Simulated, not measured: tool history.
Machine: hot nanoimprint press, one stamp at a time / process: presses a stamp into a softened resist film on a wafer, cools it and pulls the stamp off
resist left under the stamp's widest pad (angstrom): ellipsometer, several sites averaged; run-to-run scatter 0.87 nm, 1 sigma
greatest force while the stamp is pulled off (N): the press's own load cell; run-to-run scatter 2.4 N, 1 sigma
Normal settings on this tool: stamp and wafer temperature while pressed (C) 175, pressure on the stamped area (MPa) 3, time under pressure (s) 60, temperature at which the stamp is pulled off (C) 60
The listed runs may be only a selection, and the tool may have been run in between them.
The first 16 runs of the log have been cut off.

run	hour	stamp and wafer temperature while pressed (C)	pressure on the stamped area (MPa)	time under pressure (s)	temperature at which the stamp is pulled off (C)	hours of work since the thermocouple was calibrated	imprints on the stamp's release coat	hours of work since the press's seals were changed	resist left under the stamp's widest pad (angstrom)	greatest force while the stamp is pulled off (N)
17	200.7	175	3	106	60	20	880	336	1404	109
18	208.3	175	3.94	38	60	25	899	341	1896	109
19	223.7	175	3.94	38	60	35	938	351	1907	112
20	237	175	3.94	38	60	44	972	360	1887	108
21	249.7	175	4.09	41	60	52	1004	368	1826	109
22	257.9	175	3	39	48	57	1025	373	2069	139
23	269.3	167	3.56	52	50	64	1054	381	2237	133
24	282.8	173	3	49	58	73	1088	389	2044	116
25	298.3	165	3.87	60	52	83	1127	399	2189	128
26	312.3	175	4.37	35	60	92	1163	408	1873	111
27	329	175	4.45	40	61	103	1205	419	1780	109
28	343.3	176	3	60	60	112	1241	428	1712	109
29	355.2	175	2.28	60	60	120	1271	436	1985	108
30	365.1	185	4.1	32	55	126	1297	442	1468	128

Here are 4 independent what-if runs from the current tool condition. What would each one return?
A	374.6	175	3	110	60	132	1321	449	?	?
B	374.6	175	2.81	92	48	132	1321	449	?	?
C	374.6	164	3	47	67	132	1321	449	?	?
D	374.6	175	3	99	51	132	1321	449	?	?

run	resist left under the stamp's widest pad (angstrom)	greatest force while the stamp is pulled off (N)
A	1371	111
B	1522	143
C	2682	91
D	1440	128
Stripped of hidden state, with their random variation kept, the same runs would have yielded:
run	resist left under the stamp's widest pad (angstrom)	greatest force while the stamp is pulled off (N)
A	1370	111
B	1521	142
C	2681	90
D	1439	128
